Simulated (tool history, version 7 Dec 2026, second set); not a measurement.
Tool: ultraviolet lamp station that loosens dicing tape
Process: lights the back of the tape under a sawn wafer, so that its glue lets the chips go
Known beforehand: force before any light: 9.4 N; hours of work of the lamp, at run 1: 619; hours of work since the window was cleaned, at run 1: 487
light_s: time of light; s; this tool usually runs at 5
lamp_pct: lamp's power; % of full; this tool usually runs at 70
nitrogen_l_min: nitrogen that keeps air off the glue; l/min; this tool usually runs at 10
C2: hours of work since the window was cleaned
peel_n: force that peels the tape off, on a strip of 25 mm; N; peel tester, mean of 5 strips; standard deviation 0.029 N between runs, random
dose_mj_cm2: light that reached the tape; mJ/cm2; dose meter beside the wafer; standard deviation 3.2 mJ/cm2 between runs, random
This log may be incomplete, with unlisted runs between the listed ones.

{"run": 1, "day": 0.0, "light_s": 5, "lamp_pct": 70, "nitrogen_l_min": 10, "hours of work of the lamp": 619, "C2": 487, "peel_n": 2.556, "dose_mj_cm2": 337}
{"run": 2, "day": 3.025, "light_s": 5, "lamp_pct": 70, "nitrogen_l_min": 10, "hours of work of the lamp": 649, "C2": 517, "peel_n": 2.534, "dose_mj_cm2": 333}
{"run": 3, "day": 6.029, "light_s": 5, "lamp_pct": 70, "nitrogen_l_min": 10, "hours of work of the lamp": 679, "C2": 547, "peel_n": 2.612, "dose_mj_cm2": 326}
{"run": 4, "day": 8.612, "light_s": 5, "lamp_pct": 70, "nitrogen_l_min": 10, "hours of work of the lamp": 705, "C2": 573, "peel_n": 2.801, "dose_mj_cm2": 314}
{"run": 5, "day": 9.979, "light_s": 5, "lamp_pct": 70, "nitrogen_l_min": 10, "hours of work of the lamp": 719, "C2": 587, "peel_n": 2.64, "dose_mj_cm2": 317}
{"day": 10.667, "done": "window cleaned of glue's vapour"}
{"run": 6, "day": 11.433, "light_s": 5, "lamp_pct": 70, "nitrogen_l_min": 10, "hours of work of the lamp": 733, "C2": 8, "peel_n": 2.126, "dose_mj_cm2": 373}
{"run": 7, "day": 12.775, "light_s": 5, "lamp_pct": 70, "nitrogen_l_min": 10, "hours of work of the lamp": 747, "C2": 21, "peel_n": 2.234, "dose_mj_cm2": 365}
{"run": 8, "day": 14.121, "light_s": 5, "lamp_pct": 70, "nitrogen_l_min": 10, "hours of work of the lamp": 760, "C2": 35, "peel_n": 2.163, "dose_mj_cm2": 368}
{"run": 9, "day": 16.125, "light_s": 5, "lamp_pct": 70, "nitrogen_l_min": 10, "hours of work of the lamp": 780, "C2": 55, "peel_n": 2.344, "dose_mj_cm2": 359}
{"run": 10, "day": 17.567, "light_s": 6, "lamp_pct": 93, "nitrogen_l_min": 13, "hours of work of the lamp": 795, "C2": 69, "peel_n": 0.979, "dose_mj_cm2": 568}
{"run": 11, "day": 19.958, "light_s": 6, "lamp_pct": 93, "nitrogen_l_min": 13, "hours of work of the lamp": 819, "C2": 93, "peel_n": 1.015, "dose_mj_cm2": 557}
{"run": 12, "day": 22.233, "light_s": 4, "lamp_pct": 63, "nitrogen_l_min": 10, "hours of work of the lamp": 841, "C2": 116, "peel_n": 3.574, "dose_mj_cm2": 245}
{"run": 13, "day": 24.071, "light_s": 5, "lamp_pct": 97, "nitrogen_l_min": 10, "hours of work of the lamp": 860, "C2": 134, "peel_n": 1.568, "dose_mj_cm2": 469}
{"run": 14, "day": 26.975, "light_s": 5, "lamp_pct": 88, "nitrogen_l_min": 16, "hours of work of the lamp": 889, "C2": 163, "peel_n": 1.609, "dose_mj_cm2": 415}
{"run": 15, "day": 28.975, "light_s": 5, "lamp_pct": 88, "nitrogen_l_min": 16, "hours of work of the lamp": 909, "C2": 183, "peel_n": 1.63, "dose_mj_cm2": 414}
{"run": 16, "day": 31.129, "light_s": 2, "lamp_pct": 69, "nitrogen_l_min": 7, "hours of work of the lamp": 931, "C2": 205, "peel_n": 6.152, "dose_mj_cm2": 124}
{"run": 17, "day": 32.588, "light_s": 6, "lamp_pct": 97, "nitrogen_l_min": 14, "hours of work of the lamp": 945, "C2": 220, "peel_n": 1.085, "dose_mj_cm2": 528}

Here are 5 independent what-if runs from the current tool condition. What would each one return?
{"run": "A", "day": 35.35, "light_s": 5, "lamp_pct": 70, "nitrogen_l_min": 10, "hours of work of the lamp": 973, "C2": 247, "peel_n": "?", "dose_mj_cm2": "?"}
{"run": "B", "day": 35.35, "light_s": 3, "lamp_pct": 70, "nitrogen_l_min": 19, "hours of work of the lamp": 973, "C2": 247, "peel_n": "?", "dose_mj_cm2": "?"}
{"run": "C", "day": 35.35, "light_s": 2, "lamp_pct": 70, "nitrogen_l_min": 10, "hours of work of the lamp": 973, "C2": 247, "peel_n": "?", "dose_mj_cm2": "?"}
{"run": "D", "day": 35.35, "light_s": 4, "lamp_pct": 68, "nitrogen_l_min": 7, "hours of work of the lamp": 973, "C2": 247, "peel_n": "?", "dose_mj_cm2": "?"}
{"run": "E", "day": 35.35, "light_s": 7, "lamp_pct": 97, "nitrogen_l_min": 14, "hours of work of the lamp": 973, "C2": 247, "peel_n": "?", "dose_mj_cm2": "?"}

run=A peel_n=2.822 dose_mj_cm2=308
run=B peel_n=3.981 dose_mj_cm2=182
run=C peel_n=5.721 dose_mj_cm2=126
run=D peel_n=3.954 dose_mj_cm2=236
run=E peel_n=0.858 dose_mj_cm2=599
The same runs, with their run-to-run variation unchanged, on a tool lacking any hidden condition would have given:
run=A peel_n=1.454 dose_mj_cm2=491
run=B peel_n=2.456 dose_mj_cm2=291
run=C peel_n=4.293 dose_mj_cm2=199
run=D peel_n=2.425 dose_mj_cm2=377
run=E peel_n=0.364 dose_mj_cm2=952

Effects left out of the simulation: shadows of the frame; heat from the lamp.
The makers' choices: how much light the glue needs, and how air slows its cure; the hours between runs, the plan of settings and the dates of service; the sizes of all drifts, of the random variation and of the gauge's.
